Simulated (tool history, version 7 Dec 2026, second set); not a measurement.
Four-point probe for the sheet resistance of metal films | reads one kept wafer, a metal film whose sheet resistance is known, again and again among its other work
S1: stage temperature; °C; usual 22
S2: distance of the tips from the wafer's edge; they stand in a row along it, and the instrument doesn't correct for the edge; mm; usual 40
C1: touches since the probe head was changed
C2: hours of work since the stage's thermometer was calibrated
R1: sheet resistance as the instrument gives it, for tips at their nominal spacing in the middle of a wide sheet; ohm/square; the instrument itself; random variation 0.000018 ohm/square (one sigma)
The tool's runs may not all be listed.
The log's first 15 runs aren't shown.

Run 16, hour 468.8: usual settings but S2 4 mm; C1 86784; C2 1354. Result: R1 0.095842 ohm/square.
Run 17, hour 515.1: usual settings but S2 4 mm; C1 88430; C2 1390. Result: R1 0.095816 ohm/square.
Run 18, hour 547.6: usual settings but S1 20 °C, S2 43 mm; C1 89583; C2 1415. Result: R1 0.091234 ohm/square.
Run 19, hour 596.5: usual settings but S1 28 °C, S2 35 mm; C1 91320; C2 1452. Result: R1 0.091114 ohm/square.
Run 20, hour 633.8: usual settings but S1 21 °C, S2 4 mm; C1 92645; C2 1481. Result: R1 0.095844 ohm/square.
Run 21, hour 654.4: usual settings but S1 21 °C, S2 4 mm; C1 93378; C2 1497. Result: R1 0.09584 ohm/square.
At hour 687.7: new probe head fitted.
Run 22, hour 687.7: usual settings but S1 21 °C, S2 4 mm; C1 0; C2 1521. Result: R1 0.096043 ohm/square.
Run 23, hour 721.6: usual settings but S1 31 °C, S2 12 mm; C1 1205; C2 1548. Result: R1 0.091731 ohm/square.
Run 24, hour 742.6: usual settings but S1 31 °C, S2 12 mm; C1 1950; C2 1564. Result: R1 0.091711 ohm/square.
Run 25, hour 784.9: usual settings but S1 20 °C, S2 37 mm; C1 3453; C2 1596. Result: R1 0.091441 ohm/square.
Run 26, hour 810.9: usual settings but S1 20 °C, S2 37 mm; C1 4376; C2 1616. Result: R1 0.091399 ohm/square.
Run 27, hour 856.4: usual settings but S1 18 °C, S2 37 mm; C1 5995; C2 1651. Result: R1 0.091445 ohm/square.
Run 28, hour 901.4: usual settings but S1 21 °C, S2 5 mm; C1 7594; C2 1685. Result: R1 0.094389 ohm/square.
Run 29, hour 946.3: usual settings but S1 19 °C, S2 16 mm; C1 9187; C2 1720. Result: R1 0.091697 ohm/square.
Run 30, hour 985: usual settings but S1 34 °C, S2 7 mm; C1 10563; C2 1750. Result: R1 0.092665 ohm/square.
Run 31, hour 1019.4: usual settings but S1 34 °C, S2 7 mm; C1 11787; C2 1776. Result: R1 0.092641 ohm/square.
Run 32, hour 1062.9: usual settings but S1 34 °C, S2 11 mm; C1 13332; C2 1809. Result: R1 0.091673 ohm/square.

Forecast each of these 4 alternatives for the next run:
Run A, hour 1103.1: usual settings but S1 28 °C; C1 14759; C2 1840. Result: R1 ?.
Run B, hour 1103.1: usual settings but S1 28 °C, S2 65 mm; C1 14759; C2 1840. Result: R1 ?.
Run C, hour 1103.1: usual settings but S1 23 °C, S2 24 mm; C1 14759; C2 1840. Result: R1 ?.
Run D, hour 1103.1: usual settings but S1 21 °C, S2 44 mm; C1 14759; C2 1840. Result: R1 ?.

run        R1
  A  0.091209
  B  0.091193
  C  0.091408
  D  0.091352
Without the tool's hidden state the same runs would have given:
run        R1
  A  0.091261
  B  0.091245
  C  0.091461
  D  0.091405
